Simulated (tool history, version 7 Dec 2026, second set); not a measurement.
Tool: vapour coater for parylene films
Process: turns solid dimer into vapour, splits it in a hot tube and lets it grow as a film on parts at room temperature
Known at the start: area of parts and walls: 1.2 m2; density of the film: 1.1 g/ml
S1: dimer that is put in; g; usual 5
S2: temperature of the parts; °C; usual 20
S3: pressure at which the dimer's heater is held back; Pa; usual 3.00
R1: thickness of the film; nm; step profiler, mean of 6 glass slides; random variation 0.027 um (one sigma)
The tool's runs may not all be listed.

run	hour	S1	S2	S3	R1
1	0.0	5	20	3.00	2050
2	24.4	7	20	3.00	2850
3	52.7	7	20	3.00	2780
4	87.5	7	20	3.00	2780
5	120.1	7	20	3.00	2780
6	151.4	7	20	3.00	2840
7	171.9	7	14	3.00	3360
8	188.3	5	20	3.00	1950
9	214.7	5	20	3.00	1960
10	254.1	5	20	3.00	1960
11	270.8	5	20	3.00	1970
12	305.2	5	20	3.00	1930
13	335.3	5	20	3.00	1980
14	353.3	5	20	3.00	1940
# hour 372.3: trap's valve overhauled
15	376.2	5	28	3.00	1660
16	393.4	5	28	3.00	1680
17	419.3	3	20	3.00	1270
18	453.6	3	20	3.00	1280
19	484.6	7	20	3.00	2910
20	517.5	5	20	3.00	2110
21	542.1	4	20	3.00	1710
22	565.3	5	27	5.04	1540
23	585.5	5	25	2.33	1910
24	624.5	5	20	11.45	1640
25	648.5	5	20	6.74	1750
26	674.0	3	20	2.64	1300
27	713.7	3	20	2.64	1290
28	745.0	5	20	2.12	2240
29	767.2	2	20	2.66	830
30	787.8	9	26	3.01	3050
31	825.0	9	26	3.01	3070
32	864.7	2	15	2.33	980
33	889.4	2	23	2.33	750
34	922.1	8	21	4.42	2890
35	961.8	2	17	3.00	810
36	990.2	6	19	3.00	2440
37	1008.1	6	19	3.00	2440
38	1024.2	7	31	3.00	1990
39	1049.7	5	29	2.50	1510
40	1070.5	4	20	3.00	1540

Forecast each of these 4 alternatives for the next run:
A	1090.1	3	14	2.54	?
B	1090.1	2	20	3.00	?
C	1090.1	4	30	2.33	?
D	1090.1	6	20	7.90	?

run	R1
A	1450
B	800
C	1200
D	1960
Without the tool's hidden state the same runs would have given:
run	R1
A	1640
B	900
C	1360
D	2220
